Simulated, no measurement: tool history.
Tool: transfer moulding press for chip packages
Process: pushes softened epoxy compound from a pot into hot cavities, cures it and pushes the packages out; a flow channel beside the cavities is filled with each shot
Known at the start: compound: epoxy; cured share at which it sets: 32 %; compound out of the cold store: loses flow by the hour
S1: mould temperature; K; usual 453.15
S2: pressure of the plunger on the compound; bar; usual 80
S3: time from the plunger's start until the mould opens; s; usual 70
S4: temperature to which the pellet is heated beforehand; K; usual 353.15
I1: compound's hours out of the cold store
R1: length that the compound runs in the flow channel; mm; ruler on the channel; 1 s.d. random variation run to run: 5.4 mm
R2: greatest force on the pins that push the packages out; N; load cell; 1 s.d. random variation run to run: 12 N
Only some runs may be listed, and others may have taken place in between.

run    day      S1    S2  S3      S4    I1   R1    R2
  1      0  453.15    80  70  353.15  13.5  524   790
     0.446  -- cavities cleaned with cleaning compound and waxed
  2  0.512  453.15    80  70  353.15  38.1  475   832
  3  0.962  453.15    80  70  353.15  10.1  541   943
  4   1.15  453.15    80  70  353.15  45.5  458   878
  5  1.458  453.15    80  70  353.15  45.7  457   889
     1.617  -- cavities cleaned with cleaning compound and waxed
  6  1.879  453.15    80  70  353.15  25.3  499   625
  7  2.229  453.15    80  71  353.15  18.3  510   733
  8  2.488  453.15    80  77  353.15  17.9  503   711
     2.788  -- cavities cleaned with cleaning compound and waxed
     2.875  -- cavities cleaned with cleaning compound and waxed, once more
  9  3.029  453.15    80  77  353.15  18.7  509   531
 10  3.246  453.15    80  77  353.15  31.3  475   571
 11  3.492  453.15    80  77  353.15  45.2  446   645
 12   3.85  453.15    80  77  353.15    42  452   705
     4.054  -- plunger's sealing rings changed
     4.142  -- cavities cleaned with cleaning compound and waxed
 13  4.396  453.15    80  77  353.15  13.2  558   553
 14  4.608  453.15    80  77  353.15  36.1  501   589
 15  4.808  450.15    80  70  346.15  15.5  557   897
     5.304  -- cavities cleaned with cleaning compound and waxed
 16  5.304  451.15    80  70  345.15  34.8  506   611
 17  5.542  451.15  72.7  70  345.15  17.8  526   706
 18  5.817  446.15  72.7  58  345.15  21.8  508  1702
 19  6.267  446.15  72.7  58  345.15  37.3  477  1931
     6.471  -- cavities cleaned with cleaning compound and waxed
 20  6.738  453.15    84  58  353.15    25  537   959
 21  6.975  453.15  90.2  70  353.15  33.1  533   697
 22  7.262  453.15  90.2  70  353.15  43.4  501   745
     7.633  -- cavities cleaned with cleaning compound and waxed
 23  7.754  453.15  90.2  50  359.15   8.4  594  1438

Some steps in R1 between neighbouring runs. How much of each would the tool show without its hidden state too (settings, what came in, random variation), and how much is left for the hidden state, with any gauge scatter that isn't in both results?
Hidden state present: true mould temperature over the reading, C; pressure that reaches the compound, % of what is set; grip of the stained cavities, % over clean ones'; drift of the gauge itself on flow_mm, %; drift of the gauge itself on push_out_n, %.
Run 2 -> 3: nothing adjusted, nothing logged. R1 +66 mm: hidden state -6, all else +72.
Run 12 -> 13: plunger's sealing rings changed, cavities cleaned with cleaning compound and waxed. R1 +106 mm: hidden state +35, all else +71.
Run 22 -> 23: S3 70 -> 50, S4 353.15 -> 359.15, cavities cleaned with cleaning compound and waxed. R1 +93 mm: hidden state -3, all else +96.
